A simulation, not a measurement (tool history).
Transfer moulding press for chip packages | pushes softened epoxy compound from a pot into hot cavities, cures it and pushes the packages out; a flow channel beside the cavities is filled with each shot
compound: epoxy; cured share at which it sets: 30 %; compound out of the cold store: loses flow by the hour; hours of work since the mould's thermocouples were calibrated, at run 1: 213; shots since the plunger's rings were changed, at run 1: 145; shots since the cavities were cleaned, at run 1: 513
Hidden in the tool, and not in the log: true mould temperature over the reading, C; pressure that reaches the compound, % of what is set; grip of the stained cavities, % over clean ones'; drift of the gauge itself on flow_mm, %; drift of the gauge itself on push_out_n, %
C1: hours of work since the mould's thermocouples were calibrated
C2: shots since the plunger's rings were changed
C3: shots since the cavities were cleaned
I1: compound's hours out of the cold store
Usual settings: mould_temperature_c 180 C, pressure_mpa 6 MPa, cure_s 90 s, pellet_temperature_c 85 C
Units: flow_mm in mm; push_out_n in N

Run 1, hour 0: usual settings; C1 213; C2 145; C3 513; I1 46.6. Result: flow_mm 474 mm, push_out_n 501 N.
At hour 27.9: cavities cleaned with cleaning compound and waxed.
Run 2, hour 87.2: usual settings; C1 257; C2 992; C3 586; I1 21.8. Result: flow_mm 509 mm, push_out_n 555 N.
At hour 105.2: cavities cleaned with cleaning compound and waxed.
Run 3, hour 137.3: usual settings; C1 281; C2 1472; C3 318; I1 32.5. Result: flow_mm 487 mm, push_out_n 477 N.
At hour 186.5: cavities cleaned with cleaning compound and waxed.
Run 4, hour 206: usual settings; C1 315; C2 2135; C3 192; I1 39.2. Result: flow_mm 474 mm, push_out_n 425 N.
At hour 263.2: cavities cleaned with cleaning compound and waxed.
Run 5, hour 285.3: usual settings; C1 354; C2 2905; C3 218; I1 25.4. Result: flow_mm 488 mm, push_out_n 443 N.
At hour 342.3: cavities cleaned with cleaning compound and waxed.
Run 6, hour 361.4: usual settings but pellet_temperature_c 81 C; C1 391; C2 3641; C3 188; I1 18.9. Result: flow_mm 495 mm, push_out_n 447 N.
At hour 398.2: plunger's sealing rings changed.
At hour 425.5: cavities cleaned with cleaning compound and waxed.
Run 7, hour 428.6: usual settings but pressure_mpa 6.89 MPa; C1 423; C2 286; C3 30; I1 41.7. Result: flow_mm 515 mm, push_out_n 379 N.
Run 8, hour 475.9: usual settings but pressure_mpa 6.89 MPa; C1 447; C2 753; C3 497; I1 46.9. Result: flow_mm 507 mm, push_out_n 524 N.
At hour 502.9: cavities cleaned with cleaning compound and waxed.
Run 9, hour 520.6: usual settings but pressure_mpa 5.94 MPa; C1 469; C2 1180; C3 174; I1 47.4. Result: flow_mm 462 mm, push_out_n 405 N.
Run 10, hour 571.3: usual settings but pressure_mpa 6.37 MPa; C1 494; C2 1682; C3 676; I1 44.1. Result: flow_mm 482 mm, push_out_n 562 N.
At hour 580.5: cavities cleaned with cleaning compound and waxed.
At hour 657.7: cavities cleaned with cleaning compound and waxed.
Run 11, hour 659.9: usual settings but pressure_mpa 6.37 MPa; C1 537; C2 2527; C3 21; I1 43.2. Result: flow_mm 479 mm, push_out_n 354 N.
At hour 733.7: cavities cleaned with cleaning compound and waxed.
Run 12, hour 733.7: usual settings but pressure_mpa 7.25 MPa; C1 574; C2 3242; C3 0; I1 30.8. Result: flow_mm 528 mm, push_out_n 348 N.
At hour 806.6: plunger's sealing rings changed.
Run 13, hour 808.6: usual settings but pressure_mpa 7.25 MPa; C1 610; C2 20; C3 715; I1 47.5. Result: flow_mm 513 mm, push_out_n 562 N.
At hour 816.8: cavities cleaned with cleaning compound and waxed.
Run 14, hour 889.8: usual settings but pressure_mpa 6.92 MPa; C1 650; C2 807; C3 721; I1 9.4. Result: flow_mm 560 mm, push_out_n 555 N.
At hour 895.6: cavities cleaned with cleaning compound and waxed.
At hour 949.9: mould's thermocouples calibrated.
Run 15, hour 968.7: usual settings but pressure_mpa 6.92 MPa; C1 9; C2 1552; C3 702; I1 10.1. Result: flow_mm 559 mm, push_out_n 529 N.
At hour 976.6: cavities cleaned with cleaning compound and waxed.
Run 16, hour 1024.3: usual settings but pressure_mpa 4.95 MPa, pellet_temperature_c 92 C; C1 37; C2 2087; C3 471; I1 40.5. Result: flow_mm 426 mm, push_out_n 460 N.
At hour 1057.1: cavities cleaned with cleaning compound and waxed.
At hour 1085.5: mould's thermocouples calibrated, once more.
Run 17, hour 1106.6: usual settings but pellet_temperature_c 90 C; C1 11; C2 2865; C3 469; I1 18.4. Result: flow_mm 505 mm, push_out_n 546 N.
At hour 1135.9: cavities cleaned with cleaning compound and waxed.
Run 18, hour 1154.9: usual settings but mould_temperature_c 175 C, pressure_mpa 6.7 MPa, cure_s 71 s, pellet_temperature_c 79 C; C1 34; C2 3328; C3 188; I1 22.5. Result: flow_mm 531 mm, push_out_n 1093 N.
At hour 1215.8: cavities cleaned with cleaning compound and waxed.
Run 19, hour 1217.5: usual settings but mould_temperature_c 174 C, cure_s 74 s; C1 65; C2 3932; C3 18; I1 36.4. Result: flow_mm 476 mm, push_out_n 843 N.
At hour 1227.6: plunger's sealing rings changed.
Run 20, hour 1278.5: usual settings but mould_temperature_c 174 C, pressure_mpa 6.88 MPa, cure_s 74 s; C1 94; C2 503; C3 595; I1 35.8. Result: flow_mm 531 mm, push_out_n 1260 N.
At hour 1298.2: cavities cleaned with cleaning compound and waxed.
Run 21, hour 1319.5: usual settings but pressure_mpa 5.87 MPa, cure_s 99 s, pellet_temperature_c 82 C; C1 114; C2 894; C3 211; I1 15.4. Result: flow_mm 515 mm, push_out_n 393 N.
At hour 1376.7: cavities cleaned with cleaning compound and waxed.
Run 22, hour 1404.2: usual settings but pressure_mpa 7.05 MPa, cure_s 99 s, pellet_temperature_c 93 C; C1 156; C2 1716; C3 271; I1 37.6. Result: flow_mm 516 mm, push_out_n 380 N.
At hour 1456.8: cavities cleaned with cleaning compound and waxed.
Run 23, hour 1487.8: usual settings but mould_temperature_c 177 C, pressure_mpa 7.16 MPa, cure_s 93 s, pellet_temperature_c 79 C; C1 197; C2 2527; C3 306; I1 44.5. Result: flow_mm 513 mm, push_out_n 530 N.
Run 24, hour 1525: usual settings but mould_temperature_c 176 C, pressure_mpa 6.92 MPa, cure_s 106 s, pellet_temperature_c 79 C; C1 216; C2 2894; C3 673; I1 10.9. Result: flow_mm 563 mm, push_out_n 549 N.
At hour 1534.7: cavities cleaned with cleaning compound and waxed.
Run 25, hour 1584.3: usual settings but mould_temperature_c 177 C, pressure_mpa 4.63 MPa, cure_s 107 s, pellet_temperature_c 89 C; C1 245; C2 3466; C3 490; I1 47.2. Result: flow_mm 401 mm, push_out_n 439 N.

The same runs without the tool's hidden state, with the same run-to-run variation:
run  flow_mm  push_out_n
  1      475         346
  2      515         370
  3      494         359
  4      484         350
  5      504         367
  6      515         377
  7      519         365
  8      512         361
  9      469         344
 10      492         367
 11      494         355
 12      548         356
 13      515         362
 14      567         373
 15      572         364
 16      438         345
 17      520         374
 18      550         927
 19      497         837
 20      534         823
 21      521         321
 22      525         301
 23      527         406
 24      581         352
 25      416         306
